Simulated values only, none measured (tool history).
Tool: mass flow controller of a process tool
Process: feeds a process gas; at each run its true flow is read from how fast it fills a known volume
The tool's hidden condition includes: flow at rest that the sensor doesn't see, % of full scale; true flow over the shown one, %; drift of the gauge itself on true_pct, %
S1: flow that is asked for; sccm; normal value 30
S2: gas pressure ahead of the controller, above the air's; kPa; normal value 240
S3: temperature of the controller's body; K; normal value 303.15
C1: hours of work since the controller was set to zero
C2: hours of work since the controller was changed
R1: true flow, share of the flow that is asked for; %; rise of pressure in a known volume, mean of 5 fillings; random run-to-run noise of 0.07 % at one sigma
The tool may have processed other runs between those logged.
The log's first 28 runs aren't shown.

Run 29, hour 4503.7: usual settings but S2 161 kPa, S3 298.15 K; C1 4581; C2 4581. Result: R1 99.01 %.
Run 30, hour 4702.2: usual settings but S2 193 kPa; C1 4698; C2 4698. Result: R1 99.08 %.
Run 31, hour 4891.2: usual settings but S1 32 sccm, S2 157 kPa, S3 293.15 K; C1 4809; C2 4809. Result: R1 98.86 %.
Run 32, hour 5026.6: usual settings but S1 16 sccm, S2 157 kPa, S3 306.15 K; C1 4889; C2 4889. Result: R1 99.18 %.
Run 33, hour 5161.8: usual settings but S2 192 kPa; C1 4968; C2 4968. Result: R1 99.06 %.
Run 34, hour 5339.3: usual settings but S2 192 kPa; C1 5072; C2 5072. Result: R1 99.16 %.
Run 35, hour 5444.1: usual settings but S2 140 kPa, S3 294.15 K; C1 5134; C2 5134. Result: R1 99.07 %.
Run 36, hour 5567.7: usual settings but S1 19 sccm, S2 219 kPa; C1 5207; C2 5207. Result: R1 98.85 %.
Run 37, hour 5753.5: usual settings but S1 32 sccm, S3 305.15 K; C1 5316; C2 5316. Result: R1 99.17 %.
Run 38, hour 5927.7: usual settings but S1 32 sccm, S3 305.15 K; C1 5419; C2 5419. Result: R1 99.05 %.
Run 39, hour 6160.7: usual settings but S1 69 sccm, S2 147 kPa, S3 295.15 K; C1 5556; C2 5556. Result: R1 99.65 %.
Run 40, hour 6382.1: usual settings but S1 69 sccm, S2 147 kPa, S3 295.15 K; C1 5686; C2 5686. Result: R1 99.49 %.
Run 41, hour 6599.5: usual settings but S1 28 sccm, S2 172 kPa, S3 300.15 K; C1 5814; C2 5814. Result: R1 99.11 %.
Run 42, hour 6714.0: usual settings but S1 60 sccm, S2 173 kPa, S3 300.15 K; C1 5881; C2 5881. Result: R1 99.49 %.
Run 43, hour 6840.4: usual settings but S2 253 kPa, S3 296.15 K; C1 5956; C2 5956. Result: R1 98.63 %.
Run 44, hour 7010.2: usual settings but S1 78 sccm, S2 145 kPa, S3 305.15 K; C1 6055; C2 6055. Result: R1 100.08 %.
Run 45, hour 7170.0: usual settings but S2 140 kPa, S3 294.15 K; C1 6149; C2 6149. Result: R1 98.95 %.
Run 46, hour 7274.8: usual settings but S2 172 kPa, S3 308.15 K; C1 6211; C2 6211. Result: R1 99.28 %.
Run 47, hour 7420.4: usual settings but S1 80 sccm, S2 152 kPa, S3 293.15 K; C1 6297; C2 6297. Result: R1 99.63 %.
Run 48, hour 7584.9: usual settings but S1 53 sccm, S2 154 kPa, S3 293.15 K; C1 6394; C2 6394. Result: R1 99.21 %.

Each row is a separate what-if for the run after 48, all from the same tool condition, not one after another. Results?
Run A, hour 7684.4: usual settings but S1 29 sccm, S2 277 kPa, S3 296.15 K; C1 6452; C2 6452. Result: R1 ?.
Run B, hour 7684.4: usual settings but S1 26 sccm, S3 296.15 K; C1 6452; C2 6452. Result: R1 ?.
Run C, hour 7684.4: usual settings but S1 53 sccm, S2 154 kPa, S3 296.15 K; C1 6452; C2 6452. Result: R1 ?.
Run D, hour 7684.4: usual settings but S1 53 sccm, S2 251 kPa, S3 293.15 K; C1 6452; C2 6452. Result: R1 ?.

run     R1
  A  98.43
  B  98.75
  C  99.26
  D  98.91
Without the tool's unlogged condition, the same runs would have read:
run     R1
  A  98.41
  B  98.73
  C  99.25
  D  98.90
